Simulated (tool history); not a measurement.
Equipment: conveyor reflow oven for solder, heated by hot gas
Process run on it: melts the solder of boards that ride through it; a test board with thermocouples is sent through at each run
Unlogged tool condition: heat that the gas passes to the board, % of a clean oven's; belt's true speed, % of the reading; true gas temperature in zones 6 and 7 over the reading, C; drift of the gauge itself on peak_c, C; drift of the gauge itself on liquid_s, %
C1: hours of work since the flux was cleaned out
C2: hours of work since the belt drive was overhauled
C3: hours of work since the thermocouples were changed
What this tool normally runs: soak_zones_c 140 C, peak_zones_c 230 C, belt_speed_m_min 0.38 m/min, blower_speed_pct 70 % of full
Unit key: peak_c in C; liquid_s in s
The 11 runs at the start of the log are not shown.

Run 12, day 25.183: usual settings but peak_zones_c 234 C; C1 238; C2 685; C3 498. Result: peak_c 215.9 C, liquid_s 71.6 s.
Run 13, day 26.833: usual settings but peak_zones_c 235 C; C1 264; C2 711; C3 523. Result: peak_c 217.6 C, liquid_s 74 s.
Run 14, day 28.183: usual settings but peak_zones_c 235 C; C1 285; C2 732; C3 544. Result: peak_c 216 C, liquid_s 72.5 s.
Run 15, day 30.367: usual settings but peak_zones_c 235 C; C1 318; C2 766; C3 578. Result: peak_c 216 C, liquid_s 73.1 s.
Run 16, day 31.788: usual settings but soak_zones_c 137 C, peak_zones_c 244 C, belt_speed_m_min 0.457 m/min; C1 340; C2 788; C3 600. Result: peak_c 215.6 C, liquid_s 58.4 s.
At day 34.042: flux residue cleaned out of gas plates and filters.
Run 17, day 34.6: usual settings but soak_zones_c 137 C, peak_zones_c 244 C, belt_speed_m_min 0.457 m/min; C1 9; C2 828; C3 641. Result: peak_c 220 C, liquid_s 62 s.
Run 18, day 35.946: usual settings but soak_zones_c 137 C, peak_zones_c 244 C, belt_speed_m_min 0.457 m/min; C1 30; C2 849; C3 661. Result: peak_c 218.7 C, liquid_s 60.4 s.
Run 19, day 37.708: usual settings but belt_speed_m_min 0.385 m/min; C1 57; C2 876; C3 689. Result: peak_c 212.6 C, liquid_s 69.2 s.
Run 20, day 39.279: usual settings but soak_zones_c 151 C, peak_zones_c 238 C, belt_speed_m_min 0.3 m/min, blower_speed_pct 87 % of full; C1 81; C2 901; C3 713. Result: peak_c 230.7 C, liquid_s 115.6 s.
Run 21, day 41.321: usual settings but soak_zones_c 142 C, peak_zones_c 238 C, belt_speed_m_min 0.3 m/min, blower_speed_pct 87 % of full; C1 113; C2 933; C3 745. Result: peak_c 230.3 C, liquid_s 109.6 s.
Run 22, day 43.088: usual settings but peak_zones_c 232 C, belt_speed_m_min 0.399 m/min; C1 140; C2 960; C3 772. Result: peak_c 213.4 C, liquid_s 67 s.
Run 23, day 44.821: usual settings but peak_zones_c 232 C, belt_speed_m_min 0.399 m/min; C1 167; C2 987; C3 799. Result: peak_c 212.5 C, liquid_s 66.9 s.
Run 24, day 47.421: usual settings but soak_zones_c 132 C, peak_zones_c 221 C, belt_speed_m_min 0.399 m/min, blower_speed_pct 69 % of full; C1 208; C2 1027; C3 840. Result: peak_c 201.4 C, liquid_s 47.3 s.
Run 25, day 49.204: usual settings but soak_zones_c 131 C, peak_zones_c 221 C, belt_speed_m_min 0.399 m/min, blower_speed_pct 69 % of full; C1 235; C2 1055; C3 867. Result: peak_c 201.4 C, liquid_s 46.6 s.
Run 26, day 50.604: usual settings but soak_zones_c 136 C, peak_zones_c 220 C, belt_speed_m_min 0.459 m/min, blower_speed_pct 74 % of full; C1 257; C2 1077; C3 889. Result: peak_c 197.1 C, liquid_s 36.9 s.
Run 27, day 52.275: usual settings but soak_zones_c 126 C, peak_zones_c 224 C, belt_speed_m_min 0.411 m/min, blower_speed_pct 53 % of full; C1 283; C2 1103; C3 915. Result: peak_c 195.4 C, liquid_s 31.1 s.
At day 53.246: belt drive overhauled, speed set with a stopwatch.
Run 28, day 54.958: usual settings but peak_zones_c 238 C; C1 322; C2 27; C3 954. Result: peak_c 217.8 C, liquid_s 71.2 s.
Run 29, day 56.708: usual settings but soak_zones_c 152 C, belt_speed_m_min 0.425 m/min, blower_speed_pct 51 % of full; C1 349; C2 54; C3 981. Result: peak_c 203.1 C, liquid_s 51.6 s.
At day 58.454: flux residue cleaned out of gas plates and filters.
Run 30, day 58.858: usual settings but soak_zones_c 126 C, peak_zones_c 235 C, belt_speed_m_min 0.426 m/min, blower_speed_pct 55 % of full; C1 6; C2 84; C3 1011. Result: peak_c 204.9 C, liquid_s 42.7 s.

Consider 4 possible next runs. They are alternatives, not a sequence: every one starts from the tool as it was left by run 30. What does each give?
Run A, day 60.954: usual settings but soak_zones_c 128 C, peak_zones_c 235 C, belt_speed_m_min 0.32 m/min, blower_speed_pct 55 % of full; C1 39; C2 116; C3 1044. Result: peak_c ?, liquid_s ?.
Run B, day 60.954: usual settings but soak_zones_c 126 C, peak_zones_c 235 C, belt_speed_m_min 0.408 m/min, blower_speed_pct 78 % of full; C1 39; C2 116; C3 1044. Result: peak_c ?, liquid_s ?.
Run C, day 60.954: usual settings but soak_zones_c 151 C, peak_zones_c 235 C, belt_speed_m_min 0.426 m/min, blower_speed_pct 55 % of full; C1 39; C2 116; C3 1044. Result: peak_c ?, liquid_s ?.
Run D, day 60.954: usual settings but soak_zones_c 136 C, peak_zones_c 235 C, belt_speed_m_min 0.321 m/min, blower_speed_pct 55 % of full; C1 39; C2 116; C3 1044. Result: peak_c ?, liquid_s ?.

run  peak_c  liquid_s
  A   214.5      77.8
  B   214.1      57.9
  C   210.7      60.7
  D   217.7      83.5
What these runs would have given with no unlogged condition in the tool:
run  peak_c  liquid_s
  A   217.3      80.9
  B   217.2      60.7
  C   213.4      63.4
  D   220.5      86.3

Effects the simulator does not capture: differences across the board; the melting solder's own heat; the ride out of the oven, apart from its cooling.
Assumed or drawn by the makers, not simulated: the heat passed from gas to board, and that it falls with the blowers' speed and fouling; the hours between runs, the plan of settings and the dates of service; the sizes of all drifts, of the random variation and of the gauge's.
